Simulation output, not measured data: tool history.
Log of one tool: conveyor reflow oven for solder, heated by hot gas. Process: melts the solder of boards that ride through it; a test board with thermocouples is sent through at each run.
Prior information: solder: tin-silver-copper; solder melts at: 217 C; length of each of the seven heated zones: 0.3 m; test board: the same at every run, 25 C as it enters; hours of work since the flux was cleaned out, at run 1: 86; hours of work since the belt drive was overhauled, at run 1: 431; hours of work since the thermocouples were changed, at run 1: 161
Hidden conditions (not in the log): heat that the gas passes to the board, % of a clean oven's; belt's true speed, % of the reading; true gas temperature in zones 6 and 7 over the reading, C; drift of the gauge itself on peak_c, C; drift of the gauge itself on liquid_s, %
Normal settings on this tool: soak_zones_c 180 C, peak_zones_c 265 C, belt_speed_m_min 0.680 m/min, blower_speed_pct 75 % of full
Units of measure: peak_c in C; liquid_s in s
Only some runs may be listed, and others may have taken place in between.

run,hour,soak_zones_c,peak_zones_c,belt_speed_m_min,blower_speed_pct,hours of work since the flux was cleaned out,hours of work since the belt drive was overhauled,hours of work since the thermocouples were changed,peak_c,liquid_s
1,0.0,180,265,0.680,75,86,431,161,248.45,39.22
2,24.1,180,265,0.680,75,105,450,180,248.34,39.06
3,44.3,180,265,0.680,75,121,466,196,248.35,38.94
4,60.8,180,265,0.680,75,134,479,209,248.12,39.03
5,79.6,180,265,0.680,75,148,493,224,247.94,38.98
6,92.3,180,265,0.680,75,158,503,234,248.01,38.90
7,115.5,194,265,0.680,75,176,522,252,250.55,44.73
8,129.3,194,265,0.680,75,187,532,263,250.54,44.77
9,140.0,194,265,0.680,75,196,541,271,250.37,44.73
# hour 162.2: flux residue cleaned out of gas plates and filters
10,162.5,179,265,0.680,75,0,554,285,248.68,39.28
11,181.0,179,265,0.680,75,15,569,299,248.62,39.15
12,194.5,175,265,0.680,75,25,579,310,247.85,37.71
13,207.2,180,265,0.680,75,35,589,320,248.81,39.37
14,227.2,180,265,0.680,75,51,605,336,248.59,39.40
15,243.1,186,271,0.670,81,63,618,348,256.17,45.57
# hour 248.9: belt drive overhauled, speed set with a stopwatch
16,259.2,170,254,0.692,81,73,8,357,238.09,29.84
17,274.5,167,260,0.678,58,85,20,369,237.37,27.77
18,286.7,170,258,0.680,85,94,30,379,242.51,33.89
19,296.8,170,258,0.680,85,102,38,387,242.62,33.85
20,319.3,166,260,0.559,75,120,55,405,247.13,44.52
21,337.4,190,264,0.753,50,134,69,419,239.28,30.61
22,350.8,185,265,0.696,61,145,80,429,245.21,37.11
23,368.2,190,270,0.680,75,158,93,443,254.09,45.37
24,389.2,190,270,0.680,75,175,110,459,253.97,45.23
# hour 394.9: belt drive overhauled, speed set with a stopwatch, once more
25,409.1,180,265,0.664,55,187,11,472,243.07,35.24
26,425.7,184,265,0.742,55,200,24,485,239.84,29.50
# hour 440.8: flux residue cleaned out of gas plates and filters
27,440.8,180,265,0.680,55,0,32,493,243.07,34.34
28,452.8,180,265,0.680,55,9,41,502,242.88,34.34

Here are 4 independent what-if runs from the current tool condition. What would each one return?
A,475.5,180,265,0.669,55,27,59,520,?,?
B,475.5,180,270,0.680,55,27,59,520,?,?
C,475.5,179,265,0.807,75,27,59,520,?,?
D,475.5,172,265,0.542,71,27,59,520,?,?

run,peak_c,liquid_s
A,243.24,35.23
B,246.74,36.72
C,242.02,28.19
D,252.21,50.20
With the hidden condition removed and each run's random variation left untouched, the same runs would have given:
run,peak_c,liquid_s
A,244.70,36.23
B,248.21,37.62
C,243.59,29.14
D,253.76,51.06
